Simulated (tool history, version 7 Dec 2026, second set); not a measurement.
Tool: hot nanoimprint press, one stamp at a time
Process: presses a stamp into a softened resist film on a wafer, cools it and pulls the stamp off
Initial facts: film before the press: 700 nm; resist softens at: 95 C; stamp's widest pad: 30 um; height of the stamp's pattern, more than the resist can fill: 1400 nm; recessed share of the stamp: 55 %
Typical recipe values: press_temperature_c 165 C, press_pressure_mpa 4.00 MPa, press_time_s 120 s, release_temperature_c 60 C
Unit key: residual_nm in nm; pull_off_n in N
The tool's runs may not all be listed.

| run | hour | press_temperature_c | press_pressure_mpa | press_time_s | release_temperature_c | residual_nm | pull_off_n |
|---|---|---|---|---|---|---|---|
| 1 | 0.0 | 165 | 4.00 | 120 | 60 | 282.4 | 160 |
| 2 | 8.4 | 165 | 4.00 | 120 | 60 | 280.6 | 163 |
| 3 | 20.7 | 165 | 4.00 | 120 | 60 | 278.2 | 162 |
| 4 | 35.6 | 165 | 4.00 | 120 | 60 | 277.7 | 164 |
| 5 | 49.7 | 165 | 4.00 | 120 | 60 | 277.3 | 162 |
| 6 | 58.4 | 165 | 4.00 | 120 | 60 | 276.9 | 168 |
| 7 | 67.3 | 165 | 2.53 | 182 | 60 | 281.9 | 171 |
| 8 | 83.2 | 165 | 2.53 | 96 | 60 | 365.5 | 168 |
| 9 | 97.6 | 170 | 4.00 | 120 | 60 | 222.7 | 170 |
| 10 | 114.4 | 165 | 6.33 | 120 | 60 | 222.8 | 178 |
|  | 130.1 | stamp cleaned and given a new release coat |
| 11 | 138.7 | 165 | 4.00 | 120 | 60 | 274.6 | 158 |

Consider 3 possible next runs. They are alternatives, not a sequence: every one starts from the tool as it was left by run 11. What does each give?
| A | 146.9 | 174 | 4.00 | 120 | 60 | ? | ? |
| B | 146.9 | 172 | 4.00 | 120 | 60 | ? | ? |
| C | 146.9 | 165 | 4.00 | 131 | 60 | ? | ? |

| run | residual_nm | pull_off_n |
|---|---|---|
| A | 186.7 | 156 |
| B | 201.6 | 158 |
| C | 264.2 | 155 |
Without the tool's hidden state the same runs would have given:
| run | residual_nm | pull_off_n |
|---|---|---|
| A | 209.3 | 164 |
| B | 226.5 | 166 |
| C | 297.9 | 162 |
